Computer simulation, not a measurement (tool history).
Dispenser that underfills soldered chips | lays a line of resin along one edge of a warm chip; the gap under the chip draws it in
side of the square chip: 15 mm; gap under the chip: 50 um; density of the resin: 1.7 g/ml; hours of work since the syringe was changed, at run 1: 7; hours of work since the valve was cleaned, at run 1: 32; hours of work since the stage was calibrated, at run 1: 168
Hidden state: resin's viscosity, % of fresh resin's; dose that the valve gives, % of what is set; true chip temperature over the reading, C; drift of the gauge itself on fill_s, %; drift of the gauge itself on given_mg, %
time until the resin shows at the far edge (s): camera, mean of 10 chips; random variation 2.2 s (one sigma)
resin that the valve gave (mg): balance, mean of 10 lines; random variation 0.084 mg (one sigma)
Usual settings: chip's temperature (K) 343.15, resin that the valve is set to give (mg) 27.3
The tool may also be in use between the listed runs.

| run | hour | chip's temperature (K) | resin that the valve is set to give (mg) | hours of work since the syringe was changed | hours of work since the valve was cleaned | hours of work since the stage was calibrated | time until the resin shows at the far edge (s) | resin that the valve gave (mg) |
|---|---|---|---|---|---|---|---|---|
| 1 | 0 | 343.15 | 27.3 | 7 | 32 | 168 | 344.6 | 26.59 |
|  | 0.7 | new syringe of resin |
| 2 | 3.4 | 343.15 | 27.3 | 2 | 35 | 171 | 244.9 | 26.58 |
| 3 | 6.6 | 343.15 | 27.3 | 5 | 37 | 173 | 299.1 | 26.44 |
|  | 9.7 | new syringe of resin |
| 4 | 11.8 | 343.15 | 26.5 | 2 | 41 | 177 | 238.6 | 25.62 |
| 5 | 16.3 | 343.15 | 26.5 | 5 | 45 | 181 | 313.5 | 25.51 |
|  | 19 | new syringe of resin |
| 6 | 22.7 | 343.15 | 26.5 | 3 | 50 | 186 | 261.1 | 25.39 |
| 7 | 26 | 343.15 | 26.5 | 6 | 52 | 188 | 317.9 | 25.45 |
|  | 28.4 | new syringe of resin |
| 8 | 31.8 | 339.15 | 31.5 | 3 | 57 | 193 | 301.6 | 30.19 |
| 9 | 36.6 | 347.15 | 34 | 7 | 60 | 196 | 272.3 | 32.3 |
|  | 37.6 | new syringe of resin |
|  | 42.2 | dispensing valve cleaned and set on the balance |
| 10 | 43.1 | 347.15 | 34 | 4 | 1 | 200 | 217.5 | 34.15 |

3 ways to go on from here, each from the tool as it stands after run 10. What would each give?
|  | 47.6 | new syringe of resin |
| A | 50.2 | 355.15 | 26.8 | 2 | 6 | 206 | ? | ? |
|  | 47.6 | new syringe of resin |
| B | 50.2 | 345.15 | 30.6 | 2 | 6 | 206 | ? | ? |
|  | 47.6 | new syringe of resin |
| C | 50.2 | 348.15 | 28.8 | 2 | 6 | 206 | ? | ? |

| run | time until the resin shows at the far edge (s) | resin that the valve gave (mg) |
|---|---|---|
| A | 137.8 | 26.65 |
| B | 213.3 | 30.65 |
| C | 189.5 | 28.83 |
Without the tool's hidden state the same runs would have given:
| run | time until the resin shows at the far edge (s) | resin that the valve gave (mg) |
|---|---|---|
| A | 126.6 | 26.69 |
| B | 196.7 | 30.69 |
| C | 174.5 | 28.88 |
